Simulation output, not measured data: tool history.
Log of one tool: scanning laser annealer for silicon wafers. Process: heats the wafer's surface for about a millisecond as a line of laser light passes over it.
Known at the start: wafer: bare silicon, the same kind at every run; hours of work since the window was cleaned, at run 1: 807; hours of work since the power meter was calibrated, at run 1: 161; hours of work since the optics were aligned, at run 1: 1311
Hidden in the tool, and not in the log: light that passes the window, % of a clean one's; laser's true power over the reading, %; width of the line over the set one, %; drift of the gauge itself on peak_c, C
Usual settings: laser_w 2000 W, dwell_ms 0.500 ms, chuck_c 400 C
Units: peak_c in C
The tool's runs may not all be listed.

run	hour	laser_w	dwell_ms	chuck_c	hours of work since the window was cleaned	hours of work since the power meter was calibrated	hours of work since the optics were aligned	peak_c
1	0.0	2000	0.500	400	807	161	1311	1243
2	6.1	2000	0.500	400	810	165	1315	1245
3	17.9	2000	0.500	400	817	171	1322	1246
4	25.0	2000	0.500	440	821	176	1326	1283
5	38.6	2000	0.500	400	829	183	1334	1244
6	46.3	2000	0.500	388	833	188	1338	1234
7	60.4	2000	0.500	388	841	196	1346	1230
8	69.4	2000	0.500	421	847	201	1351	1267
9	79.6	2000	0.500	400	852	207	1357	1244
10	91.6	2000	0.500	400	859	214	1364	1244

Run 11 comes next. What will it give?
11	99.4	1897	0.417	385	864	218	1369	?

peak_c: 1105 C
Without the tool's hidden state the same run would have given peak_c 1108 C.

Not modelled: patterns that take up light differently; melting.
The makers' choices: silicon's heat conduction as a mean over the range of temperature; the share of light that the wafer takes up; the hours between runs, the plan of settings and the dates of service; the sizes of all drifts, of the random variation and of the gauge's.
